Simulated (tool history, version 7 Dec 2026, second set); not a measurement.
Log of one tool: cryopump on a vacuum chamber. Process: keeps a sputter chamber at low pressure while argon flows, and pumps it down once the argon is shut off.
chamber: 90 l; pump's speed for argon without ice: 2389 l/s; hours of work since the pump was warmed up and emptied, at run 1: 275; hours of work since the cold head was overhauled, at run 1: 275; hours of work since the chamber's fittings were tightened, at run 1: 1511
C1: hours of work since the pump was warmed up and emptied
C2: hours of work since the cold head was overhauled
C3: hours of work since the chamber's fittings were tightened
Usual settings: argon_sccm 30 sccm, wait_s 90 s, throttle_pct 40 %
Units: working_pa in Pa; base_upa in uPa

{"run": 1, "hour": 0.0, "argon_sccm": 30, "wait_s": 90, "throttle_pct": 40, "C1": 275, "C2": 275, "C3": 1511, "working_pa": 0.0563, "base_upa": 1.64}
{"run": 2, "hour": 33.3, "argon_sccm": 16, "wait_s": 90, "throttle_pct": 40, "C1": 298, "C2": 298, "C3": 1535, "working_pa": 0.0306, "base_upa": 1.72}
{"run": 3, "hour": 52.0, "argon_sccm": 16, "wait_s": 90, "throttle_pct": 45, "C1": 312, "C2": 312, "C3": 1548, "working_pa": 0.0272, "base_upa": 1.76}
{"run": 4, "hour": 75.0, "argon_sccm": 16, "wait_s": 90, "throttle_pct": 45, "C1": 328, "C2": 328, "C3": 1565, "working_pa": 0.0284, "base_upa": 1.83}
{"run": 5, "hour": 98.6, "argon_sccm": 16, "wait_s": 90, "throttle_pct": 45, "C1": 345, "C2": 345, "C3": 1582, "working_pa": 0.0282, "base_upa": 1.8}
{"run": 6, "hour": 115.6, "argon_sccm": 16, "wait_s": 90, "throttle_pct": 45, "C1": 357, "C2": 357, "C3": 1594, "working_pa": 0.0279, "base_upa": 1.8}
{"run": 7, "hour": 146.0, "argon_sccm": 30, "wait_s": 90, "throttle_pct": 40, "C1": 379, "C2": 379, "C3": 1615, "working_pa": 0.0595, "base_upa": 1.82}
{"run": 8, "hour": 165.3, "argon_sccm": 30, "wait_s": 90, "throttle_pct": 40, "C1": 392, "C2": 392, "C3": 1629, "working_pa": 0.0591, "base_upa": 1.88}
{"run": 9, "hour": 192.4, "argon_sccm": 30, "wait_s": 90, "throttle_pct": 40, "C1": 412, "C2": 412, "C3": 1648, "working_pa": 0.0597, "base_upa": 1.9}
{"run": 10, "hour": 223.0, "argon_sccm": 30, "wait_s": 90, "throttle_pct": 40, "C1": 433, "C2": 433, "C3": 1670, "working_pa": 0.0601, "base_upa": 1.91}
{"run": 11, "hour": 241.2, "argon_sccm": 30, "wait_s": 90, "throttle_pct": 40, "C1": 446, "C2": 446, "C3": 1683, "working_pa": 0.061, "base_upa": 1.99}
{"run": 12, "hour": 262.0, "argon_sccm": 30, "wait_s": 90, "throttle_pct": 40, "C1": 461, "C2": 461, "C3": 1698, "working_pa": 0.0598, "base_upa": 1.96}
{"run": 13, "hour": 293.6, "argon_sccm": 30, "wait_s": 90, "throttle_pct": 40, "C1": 484, "C2": 484, "C3": 1720, "working_pa": 0.0605, "base_upa": 2.02}
{"run": 14, "hour": 325.6, "argon_sccm": 30, "wait_s": 90, "throttle_pct": 40, "C1": 506, "C2": 506, "C3": 1743, "working_pa": 0.0631, "base_upa": 2.11}
{"run": 15, "hour": 352.9, "argon_sccm": 30, "wait_s": 90, "throttle_pct": 40, "C1": 526, "C2": 526, "C3": 1763, "working_pa": 0.0615, "base_upa": 2.13}
{"run": 16, "hour": 380.5, "argon_sccm": 30, "wait_s": 90, "throttle_pct": 40, "C1": 545, "C2": 545, "C3": 1782, "working_pa": 0.0631, "base_upa": 2.2}
{"run": 17, "hour": 412.8, "argon_sccm": 13, "wait_s": 90, "throttle_pct": 40, "C1": 568, "C2": 568, "C3": 1805, "working_pa": 0.0272, "base_upa": 2.18}
{"hour": 436.0, "done": "pump warmed up, emptied and cooled again"}
{"run": 18, "hour": 444.7, "argon_sccm": 30, "wait_s": 90, "throttle_pct": 36, "C1": 6, "C2": 588, "C3": 1824, "working_pa": 0.0602, "base_upa": 1.72}
{"run": 19, "hour": 480.3, "argon_sccm": 53, "wait_s": 257, "throttle_pct": 16, "C1": 32, "C2": 613, "C3": 1850, "working_pa": 0.2359, "base_upa": 1.4}
{"run": 20, "hour": 507.3, "argon_sccm": 53, "wait_s": 62, "throttle_pct": 44, "C1": 51, "C2": 632, "C3": 1869, "working_pa": 0.0872, "base_upa": 2.01}
{"run": 21, "hour": 524.9, "argon_sccm": 30, "wait_s": 253, "throttle_pct": 20, "C1": 63, "C2": 645, "C3": 1881, "working_pa": 0.1069, "base_upa": 1.44}
{"run": 22, "hour": 540.6, "argon_sccm": 23, "wait_s": 168, "throttle_pct": 17, "C1": 74, "C2": 656, "C3": 1893, "working_pa": 0.0968, "base_upa": 1.52}
{"run": 23, "hour": 562.4, "argon_sccm": 41, "wait_s": 36, "throttle_pct": 53, "C1": 90, "C2": 671, "C3": 1908, "working_pa": 0.0575, "base_upa": 2.63}
{"run": 24, "hour": 589.2, "argon_sccm": 50, "wait_s": 252, "throttle_pct": 18, "C1": 109, "C2": 690, "C3": 1927, "working_pa": 0.1998, "base_upa": 1.47}
{"run": 25, "hour": 616.3, "argon_sccm": 50, "wait_s": 24, "throttle_pct": 52, "C1": 128, "C2": 710, "C3": 1947, "working_pa": 0.0717, "base_upa": 3.43}
{"run": 26, "hour": 634.7, "argon_sccm": 30, "wait_s": 90, "throttle_pct": 30, "C1": 141, "C2": 723, "C3": 1960, "working_pa": 0.0725, "base_upa": 1.88}
{"run": 27, "hour": 652.2, "argon_sccm": 29, "wait_s": 90, "throttle_pct": 53, "C1": 154, "C2": 735, "C3": 1972, "working_pa": 0.0416, "base_upa": 1.95}
{"run": 28, "hour": 687.7, "argon_sccm": 29, "wait_s": 85, "throttle_pct": 53, "C1": 179, "C2": 761, "C3": 1997, "working_pa": 0.041, "base_upa": 1.9}
{"run": 29, "hour": 720.0, "argon_sccm": 30, "wait_s": 51, "throttle_pct": 47, "C1": 202, "C2": 784, "C3": 2020, "working_pa": 0.0495, "base_upa": 2.47}
{"run": 30, "hour": 746.0, "argon_sccm": 37, "wait_s": 97, "throttle_pct": 40, "C1": 221, "C2": 802, "C3": 2039, "working_pa": 0.0687, "base_upa": 2.02}
{"run": 31, "hour": 771.1, "argon_sccm": 23, "wait_s": 97, "throttle_pct": 19, "C1": 239, "C2": 820, "C3": 2057, "working_pa": 0.0888, "base_upa": 1.93}
{"run": 32, "hour": 786.2, "argon_sccm": 23, "wait_s": 45, "throttle_pct": 19, "C1": 249, "C2": 831, "C3": 2067, "working_pa": 0.0887, "base_upa": 2.54}
{"run": 33, "hour": 817.9, "argon_sccm": 23, "wait_s": 45, "throttle_pct": 19, "C1": 272, "C2": 853, "C3": 2090, "working_pa": 0.0876, "base_upa": 2.73}

Measured less the same run without the tool's hidden state. The same run-to-run variation is in both; the gauge's scatter may not be:
The hidden state here: pump's speed, % of a pump's without ice; cold plate's temperature, K; leak into the chamber, uPa l/s; drift of the gauge itself on working_pa, %; drift of the gauge itself on base_upa, %.
run=1 working_pa=+0.0040 base_upa=+0.98
run=2 working_pa=+0.0023 base_upa=+1.04
run=3 working_pa=+0.0024 base_upa=+1.07
run=4 working_pa=+0.0026 base_upa=+1.10
run=5 working_pa=+0.0028 base_upa=+1.12
run=6 working_pa=+0.0029 base_upa=+1.13
run=7 working_pa=+0.0058 base_upa=+1.14
run=8 working_pa=+0.0060 base_upa=+1.18
run=9 working_pa=+0.0064 base_upa=+1.24
run=10 working_pa=+0.0068 base_upa=+1.22
run=11 working_pa=+0.0071 base_upa=+1.27
run=12 working_pa=+0.0074 base_upa=+1.28
run=13 working_pa=+0.0078 base_upa=+1.32
run=14 working_pa=+0.0084 base_upa=+1.40
run=15 working_pa=+0.0086 base_upa=+1.45
run=16 working_pa=+0.0092 base_upa=+1.49
run=17 working_pa=+0.0041 base_upa=+1.48
run=18 working_pa=+0.0005 base_upa=+1.03
run=19 working_pa=+0.0014 base_upa=+1.06
run=20 working_pa=+0.0018 base_upa=+1.08
run=21 working_pa=+0.0012 base_upa=+1.12
run=22 working_pa=+0.0010 base_upa=+1.11
run=23 working_pa=+0.0021 base_upa=+1.12
run=24 working_pa=+0.0030 base_upa=+1.14
run=25 working_pa=+0.0034 base_upa=+1.19
run=26 working_pa=+0.0022 base_upa=+1.20
run=27 working_pa=+0.0023 base_upa=+1.23
run=28 working_pa=+0.0026 base_upa=+1.22
run=29 working_pa=+0.0031 base_upa=+1.29
run=30 working_pa=+0.0042 base_upa=+1.34
run=31 working_pa=+0.0028 base_upa=+1.30
run=32 working_pa=+0.0029 base_upa=+1.32
run=33 working_pa=+0.0031 base_upa=+1.44
